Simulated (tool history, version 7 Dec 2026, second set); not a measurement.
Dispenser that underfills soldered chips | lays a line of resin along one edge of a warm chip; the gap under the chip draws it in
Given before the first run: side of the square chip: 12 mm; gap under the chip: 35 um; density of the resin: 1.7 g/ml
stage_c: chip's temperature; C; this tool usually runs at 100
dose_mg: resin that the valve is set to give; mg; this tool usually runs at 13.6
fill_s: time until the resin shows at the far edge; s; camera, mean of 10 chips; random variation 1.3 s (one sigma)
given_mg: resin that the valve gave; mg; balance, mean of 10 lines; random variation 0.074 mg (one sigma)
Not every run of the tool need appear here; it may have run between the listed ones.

| run | hour | stage_c | dose_mg | fill_s | given_mg |
|---|---|---|---|---|---|
| 1 | 0 | 100 | 13.6 | 129 | 13.41 |
| 2 | 6 | 100 | 13.6 | 169.7 | 13.43 |
|  | 10.7 | new syringe of resin |
| 3 | 13.7 | 100 | 13.6 | 146.5 | 13.36 |
|  | 21.5 | new syringe of resin |
| 4 | 21.5 | 100 | 13.6 | 128.2 | 13.36 |
| 5 | 24.7 | 100 | 13.6 | 147.4 | 13.27 |
| 6 | 28.1 | 90 | 13.6 | 277.6 | 13.09 |
| 7 | 31.3 | 100 | 16.5 | 199.3 | 15.9 |
|  | 32.3 | new syringe of resin |
| 8 | 38.7 | 100 | 16.5 | 169.2 | 15.97 |
|  | 43.2 | new syringe of resin |
| 9 | 43.4 | 100 | 16.5 | 127.4 | 15.92 |
| 10 | 50 | 100 | 16.5 | 174.2 | 15.9 |
|  | 54 | new syringe of resin |
| 11 | 57.1 | 100 | 16.5 | 145.6 | 15.96 |
| 12 | 63 | 100 | 16.5 | 194.9 | 15.82 |
|  | 64.6 | new syringe of resin |
| 13 | 66.4 | 94 | 16.5 | 179 | 15.79 |
| 14 | 72.7 | 94 | 16.5 | 241.2 | 15.82 |
|  | 75.2 | new syringe of resin |
| 15 | 78 | 94 | 16.5 | 188 | 15.62 |
| 16 | 84.9 | 96 | 13.6 | 242.8 | 12.87 |
|  | 86 | new syringe of resin |
| 17 | 91.8 | 96 | 13.6 | 198.6 | 12.84 |
| 18 | 96 | 100 | 13.6 | 202.6 | 12.81 |
|  | 96.7 | new syringe of resin |
| 19 | 100.3 | 100 | 13.6 | 155.1 | 12.79 |
| 20 | 104 | 113 | 13.3 | 106.4 | 12.5 |
|  | 107.4 | new syringe of resin |
| 21 | 109.1 | 107 | 14.2 | 100.1 | 13.32 |
| 22 | 113.2 | 98 | 16.5 | 178.3 | 15.45 |
|  | 118.1 | new syringe of resin |
| 23 | 118.2 | 89 | 13.6 | 215.6 | 12.62 |
| 24 | 125.5 | 110 | 15.2 | 119 | 14.19 |
|  | 128.7 | new syringe of resin |
| 25 | 129.2 | 107 | 15 | 97.1 | 13.94 |
| 26 | 135 | 107 | 15 | 126.8 | 13.88 |
|  | 139.6 | new syringe of resin |
| 27 | 139.6 | 105 | 13.6 | 103.8 | 12.82 |
| 28 | 144.7 | 109 | 13.5 | 111.2 | 12.5 |
| 29 | 148.3 | 109 | 13.5 | 134.1 | 12.54 |
|  | 150.3 | new syringe of resin |
| 30 | 152.3 | 107 | 16.1 | 104.5 | 14.8 |
| 31 | 157.7 | 107 | 16.1 | 135.4 | 14.73 |
|  | 160.8 | new syringe of resin |
|  | 164 | dispensing valve cleaned and set on the balance |
| 32 | 165.8 | 107 | 16.1 | 112.6 | 16.19 |
| 33 | 169 | 107 | 16.1 | 129.1 | 16 |
|  | 172.5 | new syringe of resin |
| 34 | 175.2 | 107 | 16.1 | 107 | 16.21 |
| 35 | 178.6 | 112 | 17.6 | 101.7 | 17.5 |
| 36 | 182.4 | 114 | 17.6 | 110.4 | 17.45 |
|  | 183 | new syringe of resin |
| 37 | 189.2 | 114 | 12.6 | 99.2 | 12.45 |

Below are 3 alternative next runs, each starting from the tool's condition after run 37. Predict each:
| A | 192.4 | 112 | 11.7 | ? | ? |
| B | 192.4 | 92 | 13.6 | ? | ? |
| C | 192.4 | 100 | 12.6 | ? | ? |

| run | fill_s | given_mg |
|---|---|---|
| A | 125.9 | 11.51 |
| B | 297 | 13.27 |
| C | 209 | 12.38 |
Had the tool no hidden state, the same runs would have come out as:
| run | fill_s | given_mg |
|---|---|---|
| A | 75.4 | 11.67 |
| B | 177.8 | 13.46 |
| C | 125.4 | 12.55 |
